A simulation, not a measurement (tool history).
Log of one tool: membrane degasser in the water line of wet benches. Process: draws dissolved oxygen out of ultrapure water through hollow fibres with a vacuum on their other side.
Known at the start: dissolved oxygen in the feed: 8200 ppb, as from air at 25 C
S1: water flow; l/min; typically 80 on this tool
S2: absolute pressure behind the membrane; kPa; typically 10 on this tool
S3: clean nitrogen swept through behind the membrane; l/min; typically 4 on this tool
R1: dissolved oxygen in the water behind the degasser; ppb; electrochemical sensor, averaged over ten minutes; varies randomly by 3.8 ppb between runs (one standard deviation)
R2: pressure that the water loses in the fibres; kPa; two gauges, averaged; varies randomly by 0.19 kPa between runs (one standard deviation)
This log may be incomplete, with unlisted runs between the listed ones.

Run 1, hour 0: usual settings. Result: R1 402.1 ppb, R2 38.41 kPa.
Run 2, hour 55: usual settings but S1 98 l/min. Result: R1 535.6 ppb, R2 47.27 kPa.
Run 3, hour 82.8: usual settings but S1 98 l/min. Result: R1 538.7 ppb, R2 47.59 kPa.
Run 4, hour 115.3: usual settings but S1 98 l/min. Result: R1 544 ppb, R2 47.29 kPa.
Run 5, hour 154.5: usual settings but S1 98 l/min. Result: R1 545 ppb, R2 47.58 kPa.
At hour 218.9: vacuum gauge calibrated.
Run 6, hour 218.9: usual settings but S1 98 l/min. Result: R1 514.3 ppb, R2 47.73 kPa.
Run 7, hour 275.3: usual settings but S1 98 l/min. Result: R1 512.8 ppb, R2 47.57 kPa.
Run 8, hour 330.6: usual settings but S1 98 l/min. Result: R1 515.5 ppb, R2 47.4 kPa.
Run 9, hour 382.3: usual settings. Result: R1 389.4 ppb, R2 38.6 kPa.
Run 10, hour 429: usual settings but S3 2.34 l/min. Result: R1 548.5 ppb, R2 38.91 kPa.
Run 11, hour 491.5: usual settings but S2 21.4 kPa. Result: R1 829.9 ppb, R2 38.94 kPa.
Run 12, hour 555.7: usual settings but S2 21.4 kPa. Result: R1 837.8 ppb, R2 39.13 kPa.
Run 13, hour 610.5: usual settings but S2 21.4 kPa. Result: R1 825.6 ppb, R2 38.84 kPa.
Run 14, hour 651.2: usual settings but S2 14.9 kPa. Result: R1 584.7 ppb, R2 39.07 kPa.
Run 15, hour 679.2: usual settings but S2 14.9 kPa. Result: R1 584.2 ppb, R2 38.72 kPa.
Run 16, hour 721.5: usual settings but S2 14.9 kPa. Result: R1 593.2 ppb, R2 39.01 kPa.
Run 17, hour 759.7: usual settings but S1 69 l/min, S2 16.9 kPa. Result: R1 563.7 ppb, R2 33.83 kPa.
Run 18, hour 786.4: usual settings but S1 70 l/min, S2 24 kPa. Result: R1 806.1 ppb, R2 34.41 kPa.
At hour 830.1: seals of the vacuum lines changed.
Run 19, hour 854.8: usual settings but S2 9.7 kPa, S3 10.02 l/min. Result: R1 216.1 ppb, R2 38.96 kPa.
Run 20, hour 896.1: usual settings but S2 9.7 kPa, S3 10.02 l/min. Result: R1 212.9 ppb, R2 39.02 kPa.
Run 21, hour 948.5: usual settings but S1 84 l/min. Result: R1 416 ppb, R2 41.05 kPa.
Run 22, hour 1001.6: usual settings but S1 84 l/min. Result: R1 420.6 ppb, R2 41.34 kPa.
Run 23, hour 1058.6: usual settings but S1 73 l/min, S3 11.45 l/min. Result: R1 177.7 ppb, R2 35.81 kPa.
Run 24, hour 1098.1: usual settings but S3 2.13 l/min. Result: R1 581.8 ppb, R2 38.86 kPa.
Run 25, hour 1126.3: usual settings but S3 2.13 l/min. Result: R1 589.8 ppb, R2 38.97 kPa.
Run 26, hour 1177.9: usual settings but S1 112 l/min, S2 10.3 kPa. Result: R1 642.3 ppb, R2 54.59 kPa.
Run 27, hour 1213.1: usual settings but S1 112 l/min, S2 10.3 kPa. Result: R1 640.7 ppb, R2 54.83 kPa.
Run 28, hour 1268: usual settings but S1 82 l/min, S2 10.2 kPa, S3 3.47 l/min. Result: R1 453.6 ppb, R2 40.2 kPa.
Run 29, hour 1313.1: usual settings but S1 74 l/min, S2 12.3 kPa, S3 2.09 l/min. Result: R1 694.2 ppb, R2 36.42 kPa.
Run 30, hour 1374.1: usual settings but S1 74 l/min, S2 12.3 kPa, S3 2.09 l/min. Result: R1 700.6 ppb, R2 36.38 kPa.
Run 31, hour 1433.5: usual settings but S1 74 l/min, S2 12.3 kPa, S3 2.09 l/min. Result: R1 696 ppb, R2 36.28 kPa.
Run 32, hour 1477.4: usual settings but S1 108 l/min, S2 7.2 kPa, S3 2.09 l/min. Result: R1 605.6 ppb, R2 53.28 kPa.

4 ways to go on from here, each from the tool as it stands after run 32. What would each give?
Run A, hour 1518.8: usual settings but S3 5.23 l/min. Result: R1 ?, R2 ?.
Run B, hour 1518.8: usual settings but S1 108 l/min, S2 7.2 kPa, S3 8.38 l/min. Result: R1 ?, R2 ?.
Run C, hour 1518.8: usual settings but S1 89 l/min, S3 3.04 l/min. Result: R1 ?, R2 ?.
Run D, hour 1518.8: usual settings but S1 64 l/min, S3 4.21 l/min. Result: R1 ?, R2 ?.

run     R1     R2
  A  339.5  39.52
  B  348.2  52.68
  C    538  43.71
  D    275  31.31
Without the tool's unlogged condition, the same runs would have read:
run     R1     R2
  A  325.3  38.64
  B  326.8  51.51
  C  519.1  42.74
  D  265.3  30.61
